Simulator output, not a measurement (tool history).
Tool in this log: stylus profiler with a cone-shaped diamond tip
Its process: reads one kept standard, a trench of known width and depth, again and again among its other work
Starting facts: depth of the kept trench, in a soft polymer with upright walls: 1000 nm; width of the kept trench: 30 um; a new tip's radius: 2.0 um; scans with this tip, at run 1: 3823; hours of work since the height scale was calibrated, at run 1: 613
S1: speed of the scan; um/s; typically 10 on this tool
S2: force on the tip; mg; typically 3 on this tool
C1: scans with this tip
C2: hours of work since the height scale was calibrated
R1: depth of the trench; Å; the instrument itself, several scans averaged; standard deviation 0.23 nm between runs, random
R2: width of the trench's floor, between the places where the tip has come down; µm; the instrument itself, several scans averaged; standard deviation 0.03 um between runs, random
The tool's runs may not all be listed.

run	day	S1	S2	C1	C2	R1	R2
1	0	10	3	3823	613	10098.6	26.43
2	5.017	10	3	4242	680	10096.9	26.43
3	9.1	10	3	4583	734	10097.3	26.43
4	12.083	10	1.33	4832	774	10056.4	26.47
5	15.021	10	1.33	5077	814	10058.3	26.44
6	20.804	10	1.33	5560	891	10050.9	26.47
7	25.204	3	1.33	5927	950	10054.7	26.52
8	30.658	10	3	6383	1023	10096.3	26.51
9	36.033	10	3	6831	1095	10101.3	26.46
10	38.508	10	3	7038	1128	10097.2	26.42
11	41.092	10	3	7253	1162	10100.1	26.51
12	46.438	10	3	7700	1234	10097.9	26.46
13	50.712	10	3	8057	1291	10098.1	26.5
14	53.388	33	1.31	8280	1327	10052.2	26.17
15	58.583	33	1.31	8714	1396	10056.7	26.24
16	62.246	33	1.31	9019	1445	10056.2	26.25
17	67.471	15	2.52	9456	1515	10086	26.44
18	71.308	7	2.96	9776	1566	10099.2	26.46
19	75.042	7	2.96	10088	1616	10095.7	26.48
20	79.029	7	2.96	10420	1670	10093.6	26.46
21	83.446	37	8.7	10789	1729	10199.3	26.42

Here are 4 independent what-if runs from the current tool condition. What would each one return?
A	86.354	5	3.14	11032	1768	?	?
B	86.354	4	2.99	11032	1768	?	?
C	86.354	7	1.84	11032	1768	?	?
D	86.354	19	3.15	11032	1768	?	?

run	R1	R2
A	10099.6	26.51
B	10095.3	26.47
C	10067.2	26.5
D	10099.7	26.47
Without the tool's hidden state the same runs would have given:
run	R1	R2
A	10100.5	26.52
B	10096.2	26.49
C	10068.1	26.52
D	10100.6	26.48
